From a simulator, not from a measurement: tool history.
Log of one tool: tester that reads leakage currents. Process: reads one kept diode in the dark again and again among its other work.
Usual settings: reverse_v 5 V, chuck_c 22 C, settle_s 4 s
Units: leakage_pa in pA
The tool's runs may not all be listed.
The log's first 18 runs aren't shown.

run    hour  reverse_v  chuck_c  settle_s  hours of work since the probe card was cleaned  hours of work since the tester was calibrated  hours of work since the chuck was calibrated  leakage_pa
 19   628.9      15.91       22         4                                            1338                                            778                                          1315      212.16
 20   654.6          5       22         4                                            1349                                            789                                          1325       133.2
 21   686.4      12.13       55      4.48                                            1362                                            802                                          1339     2819.74
 22   738.5      12.13       55      4.48                                            1384                                            824                                          1361      2828.3
 23   770.3          5       24         4                                            1397                                            838                                          1374      157.89
 24   817.2       2.62       37      1.62                                            1417                                            857                                          1394      388.23
 25   858.5       2.62       52       0.4                                            1434                                            875                                          1411     1330.92
        881  -- chuck's temperature calibrated
 26   881.7      10.67       52      0.45                                            1443                                            884                                             0     2251.03
 27   916.2       11.8       22      1.49                                            1458                                            898                                            15      199.87
 28   957.6       9.22       36      3.09                                            1475                                            916                                            32      589.04
 29     990      19.52       26      6.19                                            1489                                            929                                            46      339.53
 30  1040.7       2.79       24      0.99                                            1510                                            951                                            67      135.18
 31  1079.8        1.2       22         4                                            1527                                            967                                            84       82.55
 32  1106.1        1.2       22      0.35                                            1538                                            978                                            95       83.69
 33  1145.6        1.2       22      0.35                                            1554                                            995                                           111       83.01
 34  1178.1      10.63       22      2.77                                            1568                                           1008                                           125      191.39
 35  1203.2       1.21       22         4                                            1579                                           1019                                           136       83.34
 36    1239       1.21       22         4                                            1594                                           1034                                           151       82.68
 37  1282.6       8.61       26      0.31                                            1612                                           1052                                           169       253.2
 38  1328.5       8.61       26      0.31                                            1631                                           1072                                           188      253.45
 39  1362.5       2.01       26       0.5                                            1646                                           1086                                           203       143.6
 40    1387       3.19       45      0.96                                            1656                                           1096                                           213      846.37

Forecast each of these 4 alternatives for the next run:
  A  1413.1       10.8       34      3.18                                            1667                                           1107                                           224           ?
  B  1413.1      15.78       33      3.74                                            1667                                           1107                                           224           ?
  C  1413.1          5       22      0.61                                            1667                                           1107                                           224           ?
  D  1413.1       3.61       33      0.35                                            1667                                           1107                                           224           ?

run  leakage_pa
  A       523.5
  B      560.41
  C      142.94
  D      327.23
Without the tool's hidden state the same runs would have given:
run  leakage_pa
  A      500.03
  B      525.38
  C      131.84
  D      319.67
